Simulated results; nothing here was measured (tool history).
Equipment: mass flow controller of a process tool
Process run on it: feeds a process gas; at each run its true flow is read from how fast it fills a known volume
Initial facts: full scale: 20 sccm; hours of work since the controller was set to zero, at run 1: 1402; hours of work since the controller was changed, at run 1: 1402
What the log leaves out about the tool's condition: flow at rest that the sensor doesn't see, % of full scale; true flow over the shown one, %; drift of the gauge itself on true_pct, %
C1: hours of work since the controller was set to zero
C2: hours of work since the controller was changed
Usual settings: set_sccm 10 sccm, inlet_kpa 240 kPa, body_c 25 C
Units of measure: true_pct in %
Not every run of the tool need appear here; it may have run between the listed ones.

run 1 hour=0 | set_sccm=10 inlet_kpa=240 body_c=25 | C1=1402 C2=1402 | true_pct=98.13
run 2 hour=474.8 | set_sccm=10 inlet_kpa=240 body_c=25 | C1=1777 C2=1777 | true_pct=98.24
run 3 hour=848.8 | set_sccm=2 inlet_kpa=240 body_c=25 | C1=2073 C2=2073 | true_pct=96.88
run 4 hour=1109 | set_sccm=6 inlet_kpa=240 body_c=25 | C1=2279 C2=2279 | true_pct=97.53
run 5 hour=1586.1 | set_sccm=6 inlet_kpa=240 body_c=25 | C1=2655 C2=2655 | true_pct=97.5
run 6 hour=2068.6 | set_sccm=6 inlet_kpa=240 body_c=25 | C1=3037 C2=3037 | true_pct=97.5
run 7 hour=2365.4 | set_sccm=6 inlet_kpa=240 body_c=25 | C1=3271 C2=3271 | true_pct=97.59
run 8 hour=2760.9 | set_sccm=6 inlet_kpa=240 body_c=25 | C1=3584 C2=3584 | true_pct=97.69
run 9 hour=3071.4 | set_sccm=6 inlet_kpa=240 body_c=25 | C1=3829 C2=3829 | true_pct=97.55
run 10 hour=3563.7 | set_sccm=3 inlet_kpa=240 body_c=25 | C1=4218 C2=4218 | true_pct=97.16
run 11 hour=3814.3 | set_sccm=3 inlet_kpa=240 body_c=25 | C1=4416 C2=4416 | true_pct=97.12
run 12 hour=4301 | set_sccm=10 inlet_kpa=240 body_c=25 | C1=4800 C2=4800 | true_pct=98.22
run 13 hour=4644.9 | set_sccm=8 inlet_kpa=159 body_c=37 | C1=5072 C2=5072 | true_pct=97.6
run 14 hour=5130.6 | set_sccm=8 inlet_kpa=277 body_c=34 | C1=5456 C2=5456 | true_pct=97.11
run 15 hour=5599.5 | set_sccm=5 inlet_kpa=240 body_c=35 | C1=5826 C2=5826 | true_pct=96.76
run 16 hour=5901.2 | set_sccm=5 inlet_kpa=145 body_c=37 | C1=6064 C2=6064 | true_pct=97.18
run 17 hour=6348.8 | set_sccm=2 inlet_kpa=215 body_c=37 | C1=6418 C2=6418 | true_pct=96.18
run 18 hour=6785.5 | set_sccm=16 inlet_kpa=215 body_c=39 | C1=6763 C2=6763 | true_pct=98.39
run 19 hour=7110.3 | set_sccm=16 inlet_kpa=215 body_c=39 | C1=7020 C2=7020 | true_pct=98.4
run 20 hour=7393.1 | set_sccm=10 inlet_kpa=240 body_c=25 | C1=7243 C2=7243 | true_pct=98.19
run 21 hour=7641.6 | set_sccm=10 inlet_kpa=240 body_c=25 | C1=7439 C2=7439 | true_pct=98.28
-- hour=7889.3 controller's zero set anew
run 22 hour=8122.9 | set_sccm=10 inlet_kpa=240 body_c=25 | C1=185 C2=7819 | true_pct=98.33
run 23 hour=8537.6 | set_sccm=10 inlet_kpa=240 body_c=25 | C1=512 C2=8147 | true_pct=98.23
run 24 hour=9008.7 | set_sccm=10 inlet_kpa=150 body_c=37 | C1=884 C2=8519 | true_pct=97.87

Predict each of these 5 candidate next runs independently; none follows another, all start after run 24:
run A hour=9358.2 | set_sccm=2 inlet_kpa=240 body_c=25 | C1=1160 C2=8795 | true_pct=?
run B hour=9358.2 | set_sccm=4 inlet_kpa=280 body_c=27 | C1=1160 C2=8795 | true_pct=?
run C hour=9358.2 | set_sccm=12 inlet_kpa=176 body_c=20 | C1=1160 C2=8795 | true_pct=?
run D hour=9358.2 | set_sccm=15 inlet_kpa=218 body_c=37 | C1=1160 C2=8795 | true_pct=?
run E hour=9358.2 | set_sccm=10 inlet_kpa=158 body_c=25 | C1=1160 C2=8795 | true_pct=?

run=A true_pct=97
run=B true_pct=96.91
run=C true_pct=99.27
run=D true_pct=98.31
run=E true_pct=98.57
The same runs, with their run-to-run variation unchanged, on a tool lacking any hidden condition would have given:
run=A true_pct=96.99
run=B true_pct=96.88
run=C true_pct=99.25
run=D true_pct=98.28
run=E true_pct=98.55
